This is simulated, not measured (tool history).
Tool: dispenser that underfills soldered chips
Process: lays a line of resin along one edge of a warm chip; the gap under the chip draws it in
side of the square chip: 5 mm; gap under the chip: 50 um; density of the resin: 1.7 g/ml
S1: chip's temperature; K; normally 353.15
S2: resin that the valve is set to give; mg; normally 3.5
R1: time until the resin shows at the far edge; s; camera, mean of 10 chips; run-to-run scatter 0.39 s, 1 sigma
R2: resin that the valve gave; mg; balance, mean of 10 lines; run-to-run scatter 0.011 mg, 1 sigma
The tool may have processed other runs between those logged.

run	hour	S1	S2	R1	R2
1	0	353.15	3.5	26	3.43
2	6.5	353.15	3.5	35.8	3.41
# hour 13: new syringe of resin
3	14.5	353.15	3.5	25.4	3.39
4	21.1	351.15	3.5	38.4	3.4
5	26.4	351.15	3.5	47.9	3.4
# hour 28.3: new syringe of resin
6	33.7	353.15	3.5	31.3	3.39
7	40.5	354.15	3.5	39.8	3.39
# hour 43.5: new syringe of resin
8	48.4	353.15	4.4	28.7	4.23
9	54.3	350.15	4.4	45.1	4.23
# hour 58.7: new syringe of resin
10	62.3	350.15	4.4	31.3	4.23
# hour 66.6: dispensing valve cleaned and set on the balance
11	70.2	350.15	4.4	43.2	4.4
12	73.8	350.15	4.4	52.1	4.38
# hour 75.1: new syringe of resin
13	81.3	350.15	4.4	35.4	4.39
14	86.8	350.15	4.4	45.7	4.37
# hour 90.3: new syringe of resin
15	91.6	350.15	4.4	29	4.36
16	99	350.15	4.4	41.5	4.35
# hour 105.3: new syringe of resin
17	105.3	350.15	4.4	27.3	4.33
18	109.5	350.15	4.4	33.1	4.33
19	116.3	359.15	3.45	29	3.38
# hour 120.7: new syringe of resin
20	124	343.15	3.5	43.9	3.44
21	129.3	347.15	3.22	46.9	3.16
22	134.6	349.15	3.02	55.4	2.95
# hour 135.9: new syringe of resin
23	141.9	353.15	3.7	31.1	3.6
24	148.5	359.15	3.56	31.3	3.47
# hour 151.1: new syringe of resin
25	156	355.15	3.21	27.5	3.11
26	161	354.15	3.26	35.8	3.15
# hour 166.4: new syringe of resin
27	166.6	354.15	3.83	22.7	3.7
28	169.9	354.15	3.83	26.5	3.7
29	174.8	356.15	3.2	30.9	3.1
30	180.4	343.15	4.06	73.2	3.9
# hour 181.7: new syringe of resin
31	185.8	343.15	4.06	45.3	3.91
32	190	343.15	4.06	55.8	3.89
# hour 191.5: dispensing valve cleaned and set on the balance
33	194.5	362.15	4.06	25.9	4.08
# hour 198.2: new syringe of resin
34	202.3	362.15	4.06	18.5	4.06
35	209.1	349.15	3.43	46.3	3.38

Each row is a separate what-if for the run after 35, all from the same tool condition, not one after another. Results?
# hour 213.3: new syringe of resin
A	213.3	348.15	3.47	?	?
# hour 213.3: new syringe of resin
B	213.3	364.15	3.11	?	?
# hour 213.3: new syringe of resin
C	213.3	341.15	3.65	?	?

run	R1	R2
A	30.2	3.45
B	13.2	3.08
C	42.6	3.61
Without the tool's unlogged condition, the same runs would have read:
run	R1	R2
A	32.4	3.47
B	14.1	3.1
C	45.7	3.64

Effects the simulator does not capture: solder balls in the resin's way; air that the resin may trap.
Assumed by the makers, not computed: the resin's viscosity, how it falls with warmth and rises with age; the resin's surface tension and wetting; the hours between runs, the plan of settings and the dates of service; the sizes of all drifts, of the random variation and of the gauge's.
